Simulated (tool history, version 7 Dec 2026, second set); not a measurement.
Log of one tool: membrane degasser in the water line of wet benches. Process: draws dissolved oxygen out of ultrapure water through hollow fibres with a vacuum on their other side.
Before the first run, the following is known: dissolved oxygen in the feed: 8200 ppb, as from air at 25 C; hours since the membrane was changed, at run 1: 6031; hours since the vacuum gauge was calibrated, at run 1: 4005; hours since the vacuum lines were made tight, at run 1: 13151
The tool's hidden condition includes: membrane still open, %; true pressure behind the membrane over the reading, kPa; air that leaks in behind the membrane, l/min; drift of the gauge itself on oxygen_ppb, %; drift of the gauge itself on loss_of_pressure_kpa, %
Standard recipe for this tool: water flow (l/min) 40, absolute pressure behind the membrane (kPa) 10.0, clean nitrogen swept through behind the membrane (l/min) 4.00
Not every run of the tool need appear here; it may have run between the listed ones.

run     day  water flow (l/min)  absolute pressure behind the membrane (kPa)  clean nitrogen swept through behind the membrane (l/min)  hours since the membrane was changed  hours since the vacuum gauge was calibrated  hours since the vacuum lines were made tight  dissolved oxygen in the water behind the degasser (ppb)  pressure that the water loses in the fibres (kPa)
  1   0.000                  40                                         10.0                                                      4.00                                  6031                                         4005                                         13151                                                    207.6                                              27.06
  2   6.750                  26                                         10.0                                                      4.00                                  6193                                         4167                                         13313                                                    117.6                                              17.69
     10.133  -- vacuum gauge calibrated
  3  12.221                  40                                         22.1                                                      4.00                                  6324                                           50                                         13444                                                    468.2                                              27.21
  4  16.367                  40                                         22.1                                                      4.00                                  6424                                          150                                         13544                                                    473.5                                              27.34
  5  23.229                  40                                         22.1                                                      4.00                                  6588                                          314                                         13708                                                    462.9                                              27.27
  6  28.729                  40                                         14.5                                                      4.00                                  6720                                          446                                         13840                                                    304.2                                              27.49
  7  36.421                  40                                         10.0                                                      4.00                                  6905                                          631                                         14025                                                    210.4                                              27.41
  8  39.958                  61                                         10.0                                                      4.97                                  6990                                          716                                         14110                                                    369.0                                              41.52
  9  44.900                  61                                         10.0                                                      4.97                                  7108                                          834                                         14228                                                    365.2                                              41.41
 10  52.117                  40                                         19.0                                                      4.00                                  7282                                         1008                                         14401                                                    413.6                                              27.13
 11  55.767                  34                                         14.8                                                      3.00                                  7369                                         1095                                         14489                                                    326.5                                              23.19

Estimate the outcome of run 12 from the log above:
 12  60.100                  34                                         14.8                                                      3.00                                  7473                                         1199                                         14593                                                        ?                                                  ?

Logged for run 12: dissolved oxygen in the water behind the degasser (ppb) 327.3, pressure that the water loses in the fibres (kPa) 23.59.
With the hidden condition absent and the run-to-run variation left alone, this run would have shown dissolved oxygen in the water behind the degasser (ppb) 313.3, pressure that the water loses in the fibres (kPa) 22.60.
